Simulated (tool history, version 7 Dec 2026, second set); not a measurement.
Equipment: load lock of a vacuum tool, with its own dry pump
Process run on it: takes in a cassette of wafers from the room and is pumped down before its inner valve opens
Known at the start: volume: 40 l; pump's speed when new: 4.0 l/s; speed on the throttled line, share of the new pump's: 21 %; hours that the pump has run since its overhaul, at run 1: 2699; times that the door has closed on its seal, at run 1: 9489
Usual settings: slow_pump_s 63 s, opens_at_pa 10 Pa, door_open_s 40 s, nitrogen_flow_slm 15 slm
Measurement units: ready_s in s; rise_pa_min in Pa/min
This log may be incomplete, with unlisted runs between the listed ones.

| run | hour | slow_pump_s | opens_at_pa | door_open_s | nitrogen_flow_slm | hours that the pump has run since its overhaul | times that the door has closed on its seal | incoming humidity of the room's air, % | ready_s | rise_pa_min |
|---|---|---|---|---|---|---|---|---|---|---|
| 1 | 0 | 63 | 10 | 40 | 15 | 2699 | 9489 | 47.5 | 141.5 | 0.053 |
| 2 | 102.6 | 63 | 11 | 40 | 15 | 2801 | 9757 | 45.7 | 139.9 | 0.05 |
| 3 | 236.5 | 39 | 10 | 40 | 15 | 2935 | 10107 | 43.3 | 123.3 | 0.047 |
| 4 | 340.7 | 118 | 10 | 40 | 15 | 3039 | 10379 | 44.4 | 183.7 | 0.05 |
| 5 | 464.7 | 118 | 10 | 82 | 15 | 3163 | 10704 | 45 | 185.8 | 0.062 |
| 6 | 568.4 | 63 | 10 | 40 | 15 | 3267 | 10974 | 43.3 | 140.6 | 0.046 |
| 7 | 661.4 | 63 | 10 | 40 | 15 | 3360 | 11217 | 44.6 | 142.4 | 0.045 |
| 8 | 778.5 | 63 | 17 | 110 | 7 | 3477 | 11523 | 42.2 | 135.7 | 0.075 |
| 9 | 870.4 | 33 | 7 | 25 | 42 | 3569 | 11764 | 44.1 | 121.5 | 0.025 |
| 10 | 1002.6 | 37 | 7 | 25 | 42 | 3701 | 12109 | 48.3 | 125.7 | 0.033 |
| 11 | 1101.1 | 112 | 7 | 52 | 42 | 3800 | 12366 | 46.1 | 184.6 | 0.034 |
| 12 | 1213 | 112 | 7 | 52 | 42 | 3912 | 12659 | 43.8 | 184.6 | 0.042 |
| 13 | 1273.3 | 63 | 8 | 40 | 4 | 3972 | 12817 | 46.3 | 143.5 | 0.062 |
| 14 | 1399.4 | 42 | 7 | 40 | 15 | 4098 | 13146 | 46.3 | 128.3 | 0.048 |

Here are 5 independent what-if runs from the current tool condition. What would each one return?
| A | 1479.5 | 41 | 9 | 40 | 15 | 4178 | 13355 | 44.1 | ? | ? |
| B | 1479.5 | 61 | 9 | 40 | 15 | 4178 | 13355 | 46.6 | ? | ? |
| C | 1479.5 | 63 | 8 | 26 | 24 | 4178 | 13355 | 42.9 | ? | ? |
| D | 1479.5 | 68 | 7 | 40 | 15 | 4178 | 13355 | 41.6 | ? | ? |
| E | 1479.5 | 42 | 20 | 28 | 9 | 4178 | 13355 | 47 | ? | ? |

| run | ready_s | rise_pa_min |
|---|---|---|
| A | 126 | 0.048 |
| B | 140.3 | 0.044 |
| C | 145 | 0.032 |
| D | 149.8 | 0.046 |
| E | 118.3 | 0.051 |
The same runs, with their run-to-run variation unchanged, on a tool lacking any hidden condition would have given:
| run | ready_s | rise_pa_min |
|---|---|---|
| A | 126 | 0.048 |
| B | 140.3 | 0.044 |
| C | 145 | 0.032 |
| D | 149.7 | 0.046 |
| E | 118.3 | 0.051 |

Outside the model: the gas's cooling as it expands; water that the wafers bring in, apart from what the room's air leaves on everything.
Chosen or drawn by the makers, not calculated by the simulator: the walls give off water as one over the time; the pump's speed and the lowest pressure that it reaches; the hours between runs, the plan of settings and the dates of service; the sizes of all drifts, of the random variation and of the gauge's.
